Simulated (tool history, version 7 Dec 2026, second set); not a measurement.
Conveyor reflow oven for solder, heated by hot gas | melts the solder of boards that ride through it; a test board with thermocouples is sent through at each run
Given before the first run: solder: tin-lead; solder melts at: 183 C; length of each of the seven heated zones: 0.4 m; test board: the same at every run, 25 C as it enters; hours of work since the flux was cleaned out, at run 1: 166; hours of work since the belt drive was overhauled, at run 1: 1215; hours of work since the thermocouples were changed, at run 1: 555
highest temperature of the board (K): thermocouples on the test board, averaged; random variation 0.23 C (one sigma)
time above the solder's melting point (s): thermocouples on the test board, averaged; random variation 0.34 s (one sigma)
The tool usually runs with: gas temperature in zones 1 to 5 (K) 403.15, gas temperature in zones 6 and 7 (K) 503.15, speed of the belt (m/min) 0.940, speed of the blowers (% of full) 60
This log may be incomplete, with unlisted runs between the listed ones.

run	hour	gas temperature in zones 1 to 5 (K)	gas temperature in zones 6 and 7 (K)	speed of the belt (m/min)	speed of the blowers (% of full)	hours of work since the flux was cleaned out	hours of work since the belt drive was overhauled	hours of work since the thermocouples were changed	highest temperature of the board (K)	time above the solder's melting point (s)
1	0.0	403.15	503.15	0.940	60	166	1215	555	483.45	32.3
# hour 47.2: flux residue cleaned out of gas plates and filters
2	51.8	403.15	503.15	0.940	60	3	1248	588	483.95	31.9
3	88.2	403.15	503.15	0.940	60	29	1273	613	483.95	32.0
# hour 143.6: thermocouples of zones 6 and 7 changed
4	156.0	403.15	503.15	1.046	60	75	1319	9	480.25	26.0
# hour 187.2: belt drive overhauled, speed set with a stopwatch
5	201.6	403.15	503.15	0.940	60	104	10	38	483.65	32.2
6	247.1	403.15	506.15	0.940	60	135	42	70	485.95	34.2
7	328.4	403.15	506.15	0.940	60	192	99	126	486.05	33.7
# hour 338.7: flux residue cleaned out of gas plates and filters
8	372.5	403.15	506.15	0.940	60	24	126	154	485.75	33.6
9	410.3	403.15	503.15	0.940	60	50	152	180	483.75	32.3
10	481.9	403.15	503.15	0.940	60	100	202	230	483.75	32.1
11	516.5	403.15	503.15	0.940	60	124	226	254	482.95	32.3
12	558.2	403.15	503.15	0.940	60	153	255	283	483.35	32.5
13	592.7	403.15	503.15	0.940	60	177	280	307	483.55	32.5
# hour 623.9: flux residue cleaned out of gas plates and filters
14	652.2	403.15	503.15	0.940	60	20	318	345	483.35	32.2
15	697.4	389.15	503.15	0.940	60	51	349	377	480.65	28.4
16	742.9	393.15	510.15	1.109	70	83	381	409	483.45	24.8
17	790.1	398.15	509.15	1.086	70	116	414	442	484.45	26.5
18	830.6	399.15	503.15	1.038	60	144	442	470	479.25	25.0
# hour 909.2: flux residue cleaned out of gas plates and filters
19	912.5	390.15	503.15	0.913	62	2	496	524	482.75	30.2
20	983.3	390.15	503.15	0.913	62	52	545	573	482.75	30.1
21	1023.4	403.15	513.15	0.940	73	80	573	601	495.15	39.1
22	1068.8	410.15	513.15	0.940	73	111	605	633	496.45	40.8
# hour 1096.2: thermocouples of zones 6 and 7 changed
23	1142.1	395.15	510.15	0.923	60	161	655	32	488.55	34.3
# hour 1198.3: flux residue cleaned out of gas plates and filters
24	1212.1	395.15	510.15	0.923	60	10	700	77	488.85	34.5
25	1293.5	395.15	494.15	0.923	73	66	757	134	477.85	27.6
26	1373.2	405.15	516.15	0.940	60	122	813	190	495.45	39.3

For run 27, what comes out?
27	1423.5	390.15	497.15	0.820	71	157	848	225	?	?

highest temperature of the board (K): 482.55
time above the solder's melting point (s): 35.1
Without the tool's hidden state the same run would have given highest temperature of the board (K) 482.45, time above the solder's melting point (s) 35.0.

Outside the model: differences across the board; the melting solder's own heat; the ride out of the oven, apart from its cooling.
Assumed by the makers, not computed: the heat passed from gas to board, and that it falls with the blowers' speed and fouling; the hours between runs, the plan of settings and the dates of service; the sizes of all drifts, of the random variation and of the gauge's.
